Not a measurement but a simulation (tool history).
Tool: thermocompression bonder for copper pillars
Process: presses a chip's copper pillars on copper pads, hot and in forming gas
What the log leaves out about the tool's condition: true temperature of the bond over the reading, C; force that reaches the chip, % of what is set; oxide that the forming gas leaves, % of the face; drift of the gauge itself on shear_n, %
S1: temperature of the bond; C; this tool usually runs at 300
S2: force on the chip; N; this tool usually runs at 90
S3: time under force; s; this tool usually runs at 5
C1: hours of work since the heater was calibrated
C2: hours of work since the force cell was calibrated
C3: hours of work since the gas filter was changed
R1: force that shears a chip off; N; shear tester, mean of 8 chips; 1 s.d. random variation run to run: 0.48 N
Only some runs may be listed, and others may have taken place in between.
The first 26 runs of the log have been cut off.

Run 27, hour 374.5: usual settings but S1 287 C, S2 57 N; C1 326; C2 396; C3 75. Result: R1 30.4 N.
At hour 377.7: force cell calibrated.
Run 28, hour 395.4: usual settings but S1 287 C, S2 57 N; C1 338; C2 10; C3 87. Result: R1 30.5 N.
Run 29, hour 403.5: usual settings but S1 315 C, S2 55 N; C1 342; C2 15; C3 91. Result: R1 40.9 N.
Run 30, hour 414.0: usual settings but S1 283 C, S2 65 N, S3 12 s; C1 348; C2 21; C3 97. Result: R1 48.6 N.
Run 31, hour 431.5: usual settings but S1 276 C, S2 65 N, S3 12 s; C1 359; C2 31; C3 107. Result: R1 44.3 N.
Run 32, hour 451.5: usual settings but S1 276 C, S2 65 N, S3 12 s; C1 370; C2 43; C3 119. Result: R1 46.0 N.
At hour 461.4: force cell calibrated, once more.
Run 33, hour 467.2: usual settings but S1 276 C, S2 65 N, S3 12 s; C1 378; C2 3; C3 127. Result: R1 45.1 N.
Run 34, hour 478.1: usual settings but S1 276 C, S2 65 N, S3 12 s; C1 385; C2 10; C3 133. Result: R1 44.8 N.
Run 35, hour 489.8: usual settings but S1 325 C, S2 67 N, S3 4 s; C1 391; C2 16; C3 140. Result: R1 52.5 N.
Run 36, hour 507.6: usual settings but S1 325 C, S2 67 N, S3 4 s; C1 402; C2 27; C3 151. Result: R1 53.5 N.
Run 37, hour 522.7: usual settings but S1 298 C, S2 97 N, S3 4 s; C1 410; C2 35; C3 159. Result: R1 59.8 N.
Run 38, hour 540.0: usual settings but S1 298 C, S2 97 N, S3 4 s; C1 420; C2 45; C3 169. Result: R1 60.5 N.
Run 39, hour 558.4: usual settings but S1 290 C, S3 3 s; C1 431; C2 56; C3 180. Result: R1 45.3 N.

What if the next run were any one of these 4? Each begins from the tool's condition after run 39:
Run A, hour 567.3: usual settings but S1 271 C, S2 130 N, S3 3 s; C1 436; C2 61; C3 185. Result: R1 ?.
Run B, hour 567.3: usual settings but S1 290 C, S2 132 N, S3 8 s; C1 436; C2 61; C3 185. Result: R1 ?.
Run C, hour 567.3: usual settings but S1 329 C, S2 56 N, S3 3 s; C1 436; C2 61; C3 185. Result: R1 ?.
Run D, hour 567.3: usual settings but S3 13 s; C1 436; C2 61; C3 185. Result: R1 ?.

run    R1
  A  55.6
  B  90.0
  C  39.3
  D  82.5
Without the tool's unlogged condition, the same runs would have read:
run    R1
  A  56.0
  B  91.4
  C  39.8
  D  83.7
